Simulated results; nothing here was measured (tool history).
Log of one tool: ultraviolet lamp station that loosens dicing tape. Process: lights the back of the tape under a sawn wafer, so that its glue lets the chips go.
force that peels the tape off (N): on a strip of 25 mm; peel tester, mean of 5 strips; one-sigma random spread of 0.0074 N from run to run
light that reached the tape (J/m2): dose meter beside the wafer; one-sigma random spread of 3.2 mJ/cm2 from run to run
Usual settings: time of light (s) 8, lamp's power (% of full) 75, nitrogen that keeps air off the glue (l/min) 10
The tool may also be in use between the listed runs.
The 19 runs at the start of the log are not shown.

| run | hour | time of light (s) | lamp's power (% of full) | nitrogen that keeps air off the glue (l/min) | hours of work of the lamp | hours of work since the window was cleaned | force that peels the tape off (N) | light that reached the tape (J/m2) |
|---|---|---|---|---|---|---|---|---|
| 20 | 397.2 | 5 | 75 | 10 | 859 | 30 | 0.587 | 2670 |
| 21 | 418.9 | 5 | 75 | 10 | 874 | 46 | 0.643 | 2590 |
| 22 | 433.2 | 5 | 75 | 10 | 885 | 56 | 0.619 | 2600 |
| 23 | 451.9 | 4 | 81 | 3 | 899 | 70 | 1.242 | 2220 |
| 24 | 480 | 4 | 81 | 3 | 919 | 91 | 1.236 | 2200 |
| 25 | 511.2 | 15 | 88 | 12 | 942 | 113 | 0.213 | 8770 |
| 26 | 526.7 | 8 | 62 | 5 | 953 | 125 | 0.617 | 3260 |
| 27 | 550.8 | 12 | 90 | 5 | 971 | 142 | 0.251 | 7130 |
| 28 | 568.7 | 12 | 90 | 5 | 984 | 156 | 0.253 | 7060 |
| 29 | 584.6 | 12 | 90 | 5 | 996 | 167 | 0.247 | 6930 |
| 30 | 614 | 9 | 75 | 5 | 1017 | 189 | 0.425 | 4300 |
| 31 | 637.8 | 6 | 99 | 10 | 1035 | 206 | 0.376 | 3730 |
| 32 | 661.8 | 8 | 99 | 10 | 1052 | 224 | 0.284 | 4930 |
| 33 | 680 | 6 | 85 | 9 | 1066 | 237 | 0.509 | 3160 |
| 34 | 708.5 | 7 | 61 | 13 | 1087 | 258 | 0.578 | 2600 |
| 35 | 721.2 | 13 | 67 | 13 | 1096 | 267 | 0.243 | 5210 |
| 36 | 737.5 | 15 | 75 | 14 | 1108 | 279 | 0.223 | 6750 |
| 37 | 763.3 | 15 | 75 | 14 | 1127 | 298 | 0.223 | 6620 |
| 38 | 789.8 | 11 | 75 | 10 | 1146 | 317 | 0.277 | 4860 |
| 39 | 816 | 11 | 77 | 7 | 1165 | 337 | 0.302 | 4940 |
| 40 | 841.7 | 7 | 79 | 19 | 1184 | 355 | 0.387 | 3150 |
| 41 | 862.1 | 7 | 79 | 19 | 1199 | 370 | 0.397 | 3080 |
| 42 | 891.4 | 9 | 79 | 19 | 1220 | 392 | 0.288 | 3970 |

Predict each of these 4 candidate next runs independently; none follows another, all start after run 42:
| A | 908.9 | 8 | 73 | 11 | 1233 | 405 | ? | ? |
| B | 908.9 | 9 | 93 | 19 | 1233 | 405 | ? | ? |
| C | 908.9 | 9 | 76 | 4 | 1233 | 405 | ? | ? |
| D | 908.9 | 9 | 65 | 4 | 1233 | 405 | ? | ? |

| run | force that peels the tape off (N) | light that reached the tape (J/m2) |
|---|---|---|
| A | 0.451 | 3220 |
| B | 0.268 | 4630 |
| C | 0.557 | 3750 |
| D | 0.702 | 3220 |
The same runs, with their run-to-run variation unchanged, on a tool lacking any hidden condition would have given:
| run | force that peels the tape off (N) | light that reached the tape (J/m2) |
|---|---|---|
| A | 0.271 | 4880 |
| B | 0.23 | 7000 |
| C | 0.319 | 5690 |
| D | 0.393 | 4880 |

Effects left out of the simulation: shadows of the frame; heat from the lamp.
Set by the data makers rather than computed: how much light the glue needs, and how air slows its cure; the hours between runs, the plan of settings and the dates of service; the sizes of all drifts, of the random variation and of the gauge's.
